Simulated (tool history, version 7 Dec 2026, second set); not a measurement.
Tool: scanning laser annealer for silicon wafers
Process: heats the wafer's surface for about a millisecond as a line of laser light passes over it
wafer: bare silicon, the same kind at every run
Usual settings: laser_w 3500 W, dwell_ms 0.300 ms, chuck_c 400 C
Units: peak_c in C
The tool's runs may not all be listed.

run 1 hour=0.0 | laser_w=3500 dwell_ms=0.300 chuck_c=400 | peak_c=1087
run 2 hour=42.0 | laser_w=3500 dwell_ms=0.300 chuck_c=400 | peak_c=1085
run 3 hour=74.9 | laser_w=3500 dwell_ms=0.300 chuck_c=400 | peak_c=1081
run 4 hour=108.2 | laser_w=3500 dwell_ms=0.327 chuck_c=400 | peak_c=1106
run 5 hour=189.5 | laser_w=3500 dwell_ms=0.327 chuck_c=400 | peak_c=1101
run 6 hour=235.5 | laser_w=3500 dwell_ms=0.327 chuck_c=400 | peak_c=1097
run 7 hour=311.1 | laser_w=3500 dwell_ms=0.300 chuck_c=436 | peak_c=1104
run 8 hour=357.8 | laser_w=3500 dwell_ms=0.300 chuck_c=436 | peak_c=1099
run 9 hour=392.8 | laser_w=3591 dwell_ms=0.300 chuck_c=436 | peak_c=1117
run 10 hour=436.0 | laser_w=3591 dwell_ms=0.300 chuck_c=436 | peak_c=1111
run 11 hour=484.3 | laser_w=3500 dwell_ms=0.300 chuck_c=400 | peak_c=1058
run 12 hour=558.2 | laser_w=3500 dwell_ms=0.300 chuck_c=400 | peak_c=1050
-- hour=583.0 window over the wafer cleaned
run 13 hour=607.3 | laser_w=3500 dwell_ms=0.300 chuck_c=400 | peak_c=1087
run 14 hour=680.3 | laser_w=3500 dwell_ms=0.300 chuck_c=400 | peak_c=1080
run 15 hour=746.2 | laser_w=3500 dwell_ms=0.330 chuck_c=400 | peak_c=1109
run 16 hour=801.6 | laser_w=3500 dwell_ms=0.300 chuck_c=400 | peak_c=1072
run 17 hour=851.5 | laser_w=3500 dwell_ms=0.300 chuck_c=425 | peak_c=1098
run 18 hour=911.5 | laser_w=3500 dwell_ms=0.300 chuck_c=425 | peak_c=1091
run 19 hour=982.7 | laser_w=3500 dwell_ms=0.300 chuck_c=425 | peak_c=1091
run 20 hour=1047.1 | laser_w=3500 dwell_ms=0.300 chuck_c=425 | peak_c=1082
run 21 hour=1107.0 | laser_w=3500 dwell_ms=0.300 chuck_c=425 | peak_c=1083
run 22 hour=1152.2 | laser_w=3500 dwell_ms=0.334 chuck_c=401 | peak_c=1084
run 23 hour=1206.6 | laser_w=3500 dwell_ms=0.334 chuck_c=401 | peak_c=1083

Run 24 comes next. What will it give?
-- hour=1232.1 window over the wafer cleaned
run 24 hour=1248.3 | laser_w=3500 dwell_ms=0.334 chuck_c=401 | peak_c=?

{"run 24": {"peak_c": 1115}}
Without the tool's hidden state the same run would have given peak_c 1139 C.
